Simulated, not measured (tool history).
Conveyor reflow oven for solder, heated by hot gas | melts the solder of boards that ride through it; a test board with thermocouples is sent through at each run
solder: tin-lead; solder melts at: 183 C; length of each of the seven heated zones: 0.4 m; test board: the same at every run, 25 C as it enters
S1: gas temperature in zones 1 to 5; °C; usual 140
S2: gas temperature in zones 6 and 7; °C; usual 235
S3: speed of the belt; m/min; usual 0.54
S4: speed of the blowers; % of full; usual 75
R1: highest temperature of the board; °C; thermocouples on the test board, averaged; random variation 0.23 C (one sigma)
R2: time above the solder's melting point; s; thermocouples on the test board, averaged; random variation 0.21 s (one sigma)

run   hour   S1   S2     S3  S4     R1    R2
  1      0  140  235   0.54  75  219.1  69.9
  2   29.7  140  235   0.54  75  219.1  69.5
  3   64.6  140  235   0.54  75  218.4  68.9
  4   86.1  140  235   0.54  65  216.1  66.4
  5  113.8  148  235   0.54  65  217.4    71
  6  138.5  148  235   0.54  65  217.4    71
  7  163.6  140  235  0.562  75  216.7  64.5
  8  192.4  140  235  0.562  75  216.5  64.2
  9  216.7  140  235  0.562  75    216  64.3
 10  243.8  140  235  0.562  75  216.2  64.3

Forecast each of these 5 alternatives for the next run:
  A  261.5  133  243  0.562  55   ?   ?
  B  261.5  143  235   0.54  75   ?   ?
  C  261.5  151  224  0.562  75   ?   ?
  D  261.5  137  235  0.565  75   ?   ?
  E  261.5  127  235  0.562  73   ?   ?

run     R1    R2
  A    215  58.6
  B  218.4  69.7
  C    209  62.3
  D  215.2  61.6
  E  212.9  55.7
Without the tool's hidden state the same runs would have given:
run     R1    R2
  A  218.6    62
  B    222  72.6
  C  212.2    66
  D  219.2  65.1
  E  217.1  59.8
